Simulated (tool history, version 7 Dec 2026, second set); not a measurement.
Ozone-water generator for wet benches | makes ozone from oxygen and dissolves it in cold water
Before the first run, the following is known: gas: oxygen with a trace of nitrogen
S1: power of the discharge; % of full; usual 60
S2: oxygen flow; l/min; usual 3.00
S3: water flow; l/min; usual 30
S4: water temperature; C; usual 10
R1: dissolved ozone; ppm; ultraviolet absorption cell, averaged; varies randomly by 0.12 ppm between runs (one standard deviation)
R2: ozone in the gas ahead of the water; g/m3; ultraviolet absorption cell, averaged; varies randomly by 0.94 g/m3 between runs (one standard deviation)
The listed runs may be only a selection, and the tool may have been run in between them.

run,hour,S1,S2,S3,S4,R1,R2
1,0.0,60,3.00,30,10,9.8,153.2
2,89.8,88,3.00,30,10,12.6,195.9
3,189.5,88,3.00,30,10,12.7,193.3
4,377.3,60,3.00,30,10,9.5,149.7
5,530.2,60,3.00,30,10,9.3,149.5
6,688.9,60,3.00,30,10,9.5,149.1
7,895.3,60,3.00,30,10,9.3,147.1
8,1045.9,60,3.00,30,10,9.4,145.7
9,1251.7,60,3.00,30,10,9.1,145.5
10,1346.2,60,3.00,30,10,8.9,142.5
11,1527.5,60,3.00,30,10,9.0,142.2
12,1669.4,60,3.00,30,10,9.2,143.3
13,1765.4,60,3.00,30,10,8.8,141.6
14,1876.5,60,3.00,30,10,8.9,140.7
15,2020.0,60,3.00,30,10,8.8,138.8
16,2186.9,60,3.00,30,7,8.8,138.2
17,2334.8,60,3.00,30,7,8.6,137.2
# hour 2416.3: contactor cleaned
18,2439.6,60,1.90,30,9,7.5,178.5
19,2551.8,60,3.37,28,7,9.5,128.9
20,2737.0,60,3.29,34,7,7.6,128.3
21,2894.1,51,4.45,21,10,10.7,96.2
# hour 2995.8: water thermometer calibrated
22,3011.8,60,2.42,30,10,7.8,150.2
23,3195.4,43,3.00,30,10,6.8,109.4
24,3287.2,48,3.00,30,10,7.1,116.7
25,3447.5,48,3.00,30,10,7.1,115.4
# hour 3509.3: contactor cleaned, once more
26,3607.1,48,3.74,38,15,6.1,100.5
27,3741.5,48,3.74,38,15,6.1,100.2
28,3896.7,67,2.32,38,15,6.3,157.2
29,4112.2,67,2.32,40,8,6.1,155.8
30,4260.2,57,2.70,35,10,6.7,129.6
31,4458.7,65,1.71,45,7,4.7,177.3
32,4582.6,65,1.71,45,7,4.7,176.2

Same runs, no hidden state in the tool, same run-to-run variation:
Hidden state present: yield of the discharge, % of new electrodes'; contactor's efficiency, % of a clean one's; true water temperature over the reading, C; drift of the gauge itself on ozone_ppm, %; drift of the gauge itself on gas_g_m3, %.
run,R1,R2
1,10.4,161.1
2,13.7,210.1
3,13.9,208.4
4,10.3,160.0
5,10.2,160.8
6,10.5,161.6
7,10.4,160.7
8,10.6,160.3
9,10.4,161.4
10,10.3,158.7
11,10.4,159.6
12,10.7,161.8
13,10.3,160.7
14,10.5,160.5
15,10.4,159.4
16,10.5,159.9
17,10.5,159.8
18,9.3,208.9
19,11.8,151.5
20,9.7,152.3
21,13.4,112.7
22,9.9,180.4
23,8.4,126.8
24,9.0,137.7
25,9.0,137.3
26,7.3,120.5
27,7.3,120.7
28,8.1,200.7
29,8.0,201.4
30,8.6,164.4
31,6.3,232.7
32,6.3,232.5
